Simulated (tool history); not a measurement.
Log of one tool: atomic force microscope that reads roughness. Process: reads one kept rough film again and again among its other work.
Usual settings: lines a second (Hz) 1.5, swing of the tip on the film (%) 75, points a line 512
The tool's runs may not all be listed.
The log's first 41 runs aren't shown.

| run | hour | lines a second (Hz) | swing of the tip on the film (%) | points a line | roughness of the kept film (nm (root mean square)) |
|---|---|---|---|---|---|
| 42 | 1147.5 | 0.73 | 67 | 448 | 4.353 |
| 43 | 1181.8 | 1.02 | 67 | 477 | 4 |
| 44 | 1210.9 | 1.02 | 67 | 477 | 3.81 |
|  | 1236 | new tip fitted |
| 45 | 1248.2 | 1.79 | 63 | 512 | 4.611 |
| 46 | 1280.9 | 0.98 | 81 | 830 | 4.236 |
| 47 | 1317.4 | 0.98 | 81 | 830 | 3.845 |
| 48 | 1340 | 3.85 | 81 | 830 | 3.232 |
|  | 1364.2 | new tip fitted |
| 49 | 1380.4 | 3.85 | 81 | 830 | 3.991 |

Forecast each of these 5 alternatives for the next run:
| A | 1396.7 | 1.5 | 67 | 766 | ? |
| B | 1396.7 | 0.74 | 81 | 830 | ? |
| C | 1396.7 | 3.85 | 63 | 671 | ? |
| D | 1396.7 | 0.66 | 69 | 660 | ? |
| E | 1396.7 | 3.85 | 73 | 830 | ? |

| run | roughness of the kept film (nm (root mean square)) |
|---|---|
| A | 4.44 |
| B | 4.436 |
| C | 4.306 |
| D | 4.504 |
| E | 4.078 |
Without the tool's hidden state the same runs would have given:
| run | roughness of the kept film (nm (root mean square)) |
|---|---|
| A | 4.767 |
| B | 4.764 |
| C | 4.624 |
| D | 4.836 |
| E | 4.379 |
